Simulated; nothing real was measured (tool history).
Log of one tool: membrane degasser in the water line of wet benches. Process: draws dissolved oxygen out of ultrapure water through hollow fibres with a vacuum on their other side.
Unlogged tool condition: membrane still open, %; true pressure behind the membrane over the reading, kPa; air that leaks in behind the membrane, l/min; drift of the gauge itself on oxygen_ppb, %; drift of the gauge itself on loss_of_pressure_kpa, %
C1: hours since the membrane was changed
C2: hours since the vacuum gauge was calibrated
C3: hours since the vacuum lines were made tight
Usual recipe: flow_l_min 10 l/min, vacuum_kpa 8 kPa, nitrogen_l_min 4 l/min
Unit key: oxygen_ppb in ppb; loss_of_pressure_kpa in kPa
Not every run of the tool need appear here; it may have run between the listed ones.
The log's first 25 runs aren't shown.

run 26 day=61.971 | flow_l_min=10 vacuum_kpa=12.08 nitrogen_l_min=6.68 | C1=3383 C2=578 C3=1088 | oxygen_ppb=51.6 loss_of_pressure_kpa=66.93
run 27 day=65.038 | flow_l_min=8 vacuum_kpa=8 nitrogen_l_min=4 | C1=3456 C2=652 C3=1161 | oxygen_ppb=34.3 loss_of_pressure_kpa=53.05
run 28 day=67.646 | flow_l_min=8 vacuum_kpa=8 nitrogen_l_min=4 | C1=3519 C2=714 C3=1224 | oxygen_ppb=34.8 loss_of_pressure_kpa=53.63
run 29 day=70.012 | flow_l_min=8 vacuum_kpa=7.51 nitrogen_l_min=4 | C1=3576 C2=771 C3=1280 | oxygen_ppb=32.6 loss_of_pressure_kpa=53.57
run 30 day=72.804 | flow_l_min=8 vacuum_kpa=7.51 nitrogen_l_min=4 | C1=3643 C2=838 C3=1347 | oxygen_ppb=31.6 loss_of_pressure_kpa=53.74
run 31 day=74.412 | flow_l_min=8 vacuum_kpa=9.67 nitrogen_l_min=4.73 | C1=3681 C2=877 C3=1386 | oxygen_ppb=37.8 loss_of_pressure_kpa=53.65
run 32 day=76.3 | flow_l_min=8 vacuum_kpa=14.72 nitrogen_l_min=4.73 | C1=3727 C2=922 C3=1431 | oxygen_ppb=59.4 loss_of_pressure_kpa=53.68
run 33 day=78.925 | flow_l_min=8 vacuum_kpa=14.72 nitrogen_l_min=4.73 | C1=3790 C2=985 C3=1494 | oxygen_ppb=58.8 loss_of_pressure_kpa=53.84

Here are 3 independent what-if runs from the current tool condition. What would each one return?
run A day=82.05 | flow_l_min=15 vacuum_kpa=16.85 nitrogen_l_min=2.21 | C1=3865 C2=1060 C3=1569 | oxygen_ppb=? loss_of_pressure_kpa=?
run B day=82.05 | flow_l_min=8 vacuum_kpa=14.72 nitrogen_l_min=2.43 | C1=3865 C2=1060 C3=1569 | oxygen_ppb=? loss_of_pressure_kpa=?
run C day=82.05 | flow_l_min=8 vacuum_kpa=13.23 nitrogen_l_min=4.88 | C1=3865 C2=1060 C3=1569 | oxygen_ppb=? loss_of_pressure_kpa=?

run=A oxygen_ppb=264.2 loss_of_pressure_kpa=100.79
run=B oxygen_ppb=103.1 loss_of_pressure_kpa=53.77
run=C oxygen_ppb=50.8 loss_of_pressure_kpa=54.05
Take away the tool's hidden state, keep each run's random variation, and the runs would have read:
run=A oxygen_ppb=255.2 loss_of_pressure_kpa=97.15
run=B oxygen_ppb=100.1 loss_of_pressure_kpa=51.83
run=C oxygen_ppb=48.2 loss_of_pressure_kpa=52.11
